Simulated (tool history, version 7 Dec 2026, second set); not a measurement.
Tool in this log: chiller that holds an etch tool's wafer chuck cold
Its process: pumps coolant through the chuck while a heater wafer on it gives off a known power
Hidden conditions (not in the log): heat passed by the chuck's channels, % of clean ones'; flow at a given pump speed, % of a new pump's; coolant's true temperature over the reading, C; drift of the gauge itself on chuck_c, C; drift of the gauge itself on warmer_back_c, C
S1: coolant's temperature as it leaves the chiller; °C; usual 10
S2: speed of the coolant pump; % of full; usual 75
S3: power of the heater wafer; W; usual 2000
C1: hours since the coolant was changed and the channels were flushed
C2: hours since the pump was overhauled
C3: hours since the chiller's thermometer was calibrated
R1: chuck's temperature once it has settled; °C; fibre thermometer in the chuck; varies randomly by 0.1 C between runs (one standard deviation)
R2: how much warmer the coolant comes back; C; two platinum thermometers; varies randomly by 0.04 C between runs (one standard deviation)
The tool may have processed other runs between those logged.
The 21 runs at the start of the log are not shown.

run	hour	S1	S2	S3	C1	C2	C3	R1	R2
22	456.2	18	83	1266	2759	1269	71	28.3	5.00
23	469.8	4	94	1306	2773	1283	85	13.7	4.62
24	488.0	18	94	1022	2791	1301	103	25.5	3.60
25	510.4	18	94	1022	2814	1323	125	25.5	3.57
26	527.1	10	88	1115	2830	1340	142	18.8	4.22
27	558.4	3	94	1799	2862	1371	173	16.2	6.32
28	584.2	10	75	1193	2888	1397	199	20.8	5.30
29	604.6	10	75	1193	2908	1418	219	20.6	5.32
# hour 620.9: coolant changed, channels flushed
30	643.6	10	77	2000	23	1451	252	26.3	8.62
31	660.6	3	77	1196	40	1468	269	12.7	5.14

What if the next run were any one of these 5? Each begins from the tool's condition after run 31:
A	692.4	3	76	1519	71	1499	301	?	?
B	692.4	3	65	1187	71	1499	301	?	?
C	692.4	14	95	1151	71	1499	301	?	?
D	692.4	9	65	1162	71	1499	301	?	?
E	692.4	19	77	1228	71	1499	301	?	?

run	R1	R2
A	15.5	6.72
B	14.1	6.09
C	21.9	4.03
D	19.8	5.93
E	28.8	5.30
The same runs, with their run-to-run variation unchanged, on a tool lacking any hidden condition would have given:
run	R1	R2
A	15.2	6.50
B	13.8	5.88
C	21.7	3.90
D	19.6	5.73
E	28.6	5.12

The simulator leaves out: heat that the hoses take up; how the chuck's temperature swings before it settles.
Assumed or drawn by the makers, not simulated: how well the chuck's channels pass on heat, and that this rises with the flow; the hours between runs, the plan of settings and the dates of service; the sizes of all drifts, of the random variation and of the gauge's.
